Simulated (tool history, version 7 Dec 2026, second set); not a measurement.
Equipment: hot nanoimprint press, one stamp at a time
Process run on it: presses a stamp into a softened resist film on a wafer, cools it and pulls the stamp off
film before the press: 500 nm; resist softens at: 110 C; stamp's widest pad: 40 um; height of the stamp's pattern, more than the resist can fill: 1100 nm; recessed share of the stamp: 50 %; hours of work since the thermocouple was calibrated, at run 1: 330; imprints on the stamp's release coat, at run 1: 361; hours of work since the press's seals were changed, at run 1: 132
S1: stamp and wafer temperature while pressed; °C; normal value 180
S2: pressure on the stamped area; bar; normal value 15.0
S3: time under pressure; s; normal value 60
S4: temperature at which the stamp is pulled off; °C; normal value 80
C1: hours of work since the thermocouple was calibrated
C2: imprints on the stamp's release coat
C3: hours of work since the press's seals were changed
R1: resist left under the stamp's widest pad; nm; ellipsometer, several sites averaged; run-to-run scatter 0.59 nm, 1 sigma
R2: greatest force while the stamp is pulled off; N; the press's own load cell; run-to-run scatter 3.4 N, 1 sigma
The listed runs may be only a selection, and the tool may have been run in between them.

run	hour	S1	S2	S3	S4	C1	C2	C3	R1	R2
1	0.0	180	15.0	60	80	330	361	132	299.4	234
2	38.5	180	15.0	60	80	348	445	150	298.5	242
3	76.2	180	15.0	60	80	365	526	167	297.6	241
4	108.9	180	15.0	60	80	380	597	182	298.5	243
# hour 141.2: stamp cleaned and given a new release coat
5	146.7	176	15.0	60	80	394	12	196	324.1	238
6	178.2	180	10.8	53	80	409	81	211	348.2	236
7	219.3	188	15.0	60	75	427	170	229	246.9	260
8	248.9	188	15.0	60	75	441	234	243	246.3	256
9	295.6	188	15.0	60	75	462	335	264	245.9	266
10	341.4	182	16.6	52	80	483	435	285	281.9	243

5 options for the next run, each taken on its own from the tool as it stands now. Forecast them:
A	384.3	182	16.6	52	78	502	528	304	?	?
B	384.3	180	16.6	52	69	502	528	304	?	?
C	384.3	182	16.6	75	80	502	528	304	?	?
D	384.3	180	11.8	60	80	502	528	304	?	?
E	384.3	181	16.6	52	80	502	528	304	?	?

run	R1	R2
A	281.7	247
B	295.9	292
C	250.0	244
D	324.0	237
E	288.8	236
What these runs would have given with no unlogged condition in the tool:
run	R1	R2
A	285.7	246
B	300.1	290
C	253.5	242
D	328.7	236
E	292.9	234
